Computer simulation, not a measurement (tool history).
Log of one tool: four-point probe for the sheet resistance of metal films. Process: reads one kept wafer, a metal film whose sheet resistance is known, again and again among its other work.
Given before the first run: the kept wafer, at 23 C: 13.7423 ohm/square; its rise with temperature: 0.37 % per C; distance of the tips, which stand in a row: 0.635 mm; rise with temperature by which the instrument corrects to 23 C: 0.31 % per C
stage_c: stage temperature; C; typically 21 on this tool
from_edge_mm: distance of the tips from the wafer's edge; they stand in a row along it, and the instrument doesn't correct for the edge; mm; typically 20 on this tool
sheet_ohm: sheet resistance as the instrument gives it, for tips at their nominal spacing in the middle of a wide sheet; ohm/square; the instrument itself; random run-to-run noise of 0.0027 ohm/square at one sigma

run	hour	stage_c	from_edge_mm	sheet_ohm
1	0.0	21	20	13.767841
2	8.5	21	8	13.809108
3	17.1	21	20	13.767363
4	27.5	21	20	13.773480
5	35.6	21	20	13.770152
6	45.7	21	20	13.774201
7	61.4	21	50	13.766682
# hour 63.5: stage's thermometer calibrated
8	78.8	21	20	13.775125
9	91.2	21	20	13.772677
# hour 102.4: stage's thermometer calibrated, once more
10	109.2	21	20	13.764846
11	116.6	21	20	13.768573
12	125.9	21	20	13.772480
13	143.2	27	20	13.823734
14	155.1	20	35	13.761046
15	171.8	21	14	13.777503
16	187.9	26	27	13.816338
17	201.7	21	9	13.801477
18	214.1	21	8	13.811552
19	222.5	20	21	13.759733
20	239.0	22	30	13.778279
21	247.1	29	7	13.905198
22	263.0	29	5	13.961896

What does the tool deliver on the next run?
23	279.1	21	23	?

Run 23 measured sheet_ohm 13.772715 ohm/square.
With the hidden condition absent and the run-to-run variation left alone, this run would have shown sheet_ohm 13.726854 ohm/square.
